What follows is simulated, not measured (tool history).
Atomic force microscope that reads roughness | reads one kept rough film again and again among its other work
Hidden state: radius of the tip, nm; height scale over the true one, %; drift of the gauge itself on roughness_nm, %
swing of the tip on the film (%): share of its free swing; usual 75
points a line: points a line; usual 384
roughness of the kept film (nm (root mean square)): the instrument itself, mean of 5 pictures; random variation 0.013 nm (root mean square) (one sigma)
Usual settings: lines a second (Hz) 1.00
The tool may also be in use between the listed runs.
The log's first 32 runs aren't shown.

run     day  lines a second (Hz)  swing of the tip on the film (%)  points a line  pictures with this tip  hours of work since the height scale was calibrated  roughness of the kept film (nm (root mean square))
 33  11.125                 1.71                                75            384                     150                                                  417                                               2.989
 34  11.654                 1.71                                75            384                     173                                                  425                                               3.005
 35  12.071                 2.74                                81            530                     191                                                  432                                               2.790
 36  12.496                 1.40                                69            270                     209                                                  439                                               3.070
 37  12.862                 0.73                                73            283                     225                                                  446                                               3.129
 38  13.288                 0.73                                66            772                     243                                                  453                                               3.184
     13.671  -- new tip fitted
 39  13.688                 0.77                                66            772                       1                                                  459                                               3.150
 40  14.000                 0.77                                66            772                      14                                                  464                                               3.178
 41  14.346                 2.14                                73            384                      29                                                  470                                               2.984
 42  14.800                 0.84                                67            608                      48                                                  477                                               3.167
 43  15.133                 0.84                                67            608                      63                                                  483                                               3.150
 44  15.592                 0.52                                63            608                      83                                                  491                                               3.183
 45  15.888                 1.00                                75            391                      95                                                  496                                               3.097
 46  16.238                 1.00                                75            391                     110                                                  501                                               3.067
 47  16.717                 1.00                                75            391                     131                                                  509                                               3.066
 48  16.962                 0.81                                77            391                     142                                                  513                                               3.102
 49  17.317                 0.50                                82            405                     157                                                  519                                               3.124
 50  17.592                 1.00                                75            338                     169                                                  524                                               3.070
 51  17.904                 1.00                                75            338                     182                                                  529                                               3.085
 52  18.429                 2.88                                75            259                     205                                                  538                                               2.862

Forecast each of these 3 alternatives for the next run:
  A  18.650                 2.88                                70            474                     215                                                  542                                                   ?
  B  18.650                 2.88                                69            636                     215                                                  542                                                   ?
  C  18.650                 2.88                                82            319                     215                                                  542                                                   ?

run  roughness of the kept film (nm (root mean square))
  A                                               2.951
  B                                               2.992
  C                                               2.753
Without the tool's hidden state the same runs would have given:
run  roughness of the kept film (nm (root mean square))
  A                                               2.957
  B                                               2.998
  C                                               2.758
